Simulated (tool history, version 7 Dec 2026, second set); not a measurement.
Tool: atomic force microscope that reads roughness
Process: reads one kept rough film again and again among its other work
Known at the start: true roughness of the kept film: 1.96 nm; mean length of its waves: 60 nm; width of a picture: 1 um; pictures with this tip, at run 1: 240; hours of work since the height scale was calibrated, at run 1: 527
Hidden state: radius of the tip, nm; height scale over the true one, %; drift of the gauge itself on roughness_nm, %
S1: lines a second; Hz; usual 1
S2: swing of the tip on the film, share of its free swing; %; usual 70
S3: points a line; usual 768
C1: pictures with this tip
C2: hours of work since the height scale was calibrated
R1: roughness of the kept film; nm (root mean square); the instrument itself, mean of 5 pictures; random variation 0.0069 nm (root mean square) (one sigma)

run    hour    S1  S2   S3   C1    C2     R1
  1       0     1  70  768  240   527  1.787
  2    33.2     1  70  768  271   547  1.773
  3    57.5     1  70  768  293   561   1.76
       75.8  -- new tip fitted
  4    80.6     1  70  768    4   574  1.887
  5   108.5     1  70  768   30   590  1.861
  6   132.4     1  70  768   52   604  1.856
  7   154.2     1  68  768   72   617  1.852
  8   176.7     1  68  419   93   630  1.855
  9   203.8     1  68  419  118   646  1.841
 10   236.7     1  64  768  148   665  1.853
 11   266.9     1  70  768  176   682  1.824
 12   297.6     1  66  768  204   700  1.832
 13   313.7     1  66  768  219   710  1.812
 14   344.1     1  66  768  247   727  1.819
 15   369.2     1  66  768  270   742  1.805
 16     384     1  66  768  284   750  1.798
      410.9  -- new tip fitted
 17   411.4     1  70  675    1   766  1.884
 18   440.3     1  70  675   27   783  1.874
 19   463.4     1  70  675   49   796  1.868
 20   487.4     1  70  675   71   810  1.862
 21   512.7     1  83  675   94   825  1.786
 22   543.2     1  70  768  122   843  1.836
 23   562.3  3.66  70  768  140   854  1.695
 24   582.9  3.66  70  768  159   866  1.697
 25   599.2  3.66  70  768  174   875  1.693
 26   631.5  3.66  56  263  204   894  1.783
 27   647.1  2.11  70  768  218   903  1.737
 28   668.8  0.53  70  768  238   916  1.825
 29   701.8  0.53  70  768  269   935  1.807
 30   718.4  1.83  87  289  284   945  1.615
      746.8  -- new tip fitted
 31   747.4  0.81  70  768    0   961  1.889
 32   764.2  0.81  70  768   16   971  1.886
 33   794.9     1  70  329   44   989  1.861
 34   813.9     1  70  329   61  1000  1.863
 35   831.4     1  70  329   78  1010  1.857
 36   855.2     1  70  329  100  1024  1.857
 37   872.3  1.05  70  768  115  1034  1.837
 38   889.2  1.28  57  903  131  1044  1.863
 39   920.8  0.53  71  903  160  1062  1.863
 40   949.4     1  56  464  186  1079  1.855
 41   964.1     1  56  464  200  1088  1.861
 42   989.2     1  61  768  223  1102  1.837
 43  1018.3     1  66  756  250  1119  1.811
 44  1040.3     1  66  727  270  1132  1.795
 45  1060.6     1  83  768  289  1144  1.729
 46  1077.3     1  83  768  304  1153  1.733
     1084.1  -- new tip fitted
 47  1106.8     1  83  768   21  1170  1.829
 48  1125.7  2.64  73  463   39  1181   1.76
 49  1145.6     1  82  768   57  1193  1.825
 50    1174     1  82  768   83  1209  1.807

How the hidden state differs across the entries between the runs, from the last listed run before each to the first after it:
Between runs 3 and 4: new tip fitted (hour 75.8)
  radius of the tip, nm: 38.2 -> 10.3; height scale over the true one, %: 0.82 -> 0.84
  measured less the result without the state, R1: -0.089 -> +0.015 nm (root mean square)
Between runs 16 and 17: new tip fitted (hour 410.9)
  radius of the tip, nm: 34.7 -> 10.8; height scale over the true one, %: 1.1 -> 1.12
  measured less the result without the state, R1: -0.072 -> +0.018 nm (root mean square)
Between runs 30 and 31: new tip fitted (hour 746.8)
  radius of the tip, nm: 36.6 -> 10.7; height scale over the true one, %: 1.39 -> 1.42
  measured less the result without the state, R1: -0.067 -> +0.024 nm (root mean square)
Between runs 46 and 47: new tip fitted (hour 1084.1)
  radius of the tip, nm: 38.3 -> 13.1; height scale over the true one, %: 1.7 -> 1.72
  measured less the result without the state, R1: -0.073 -> +0.02 nm (root mean square)
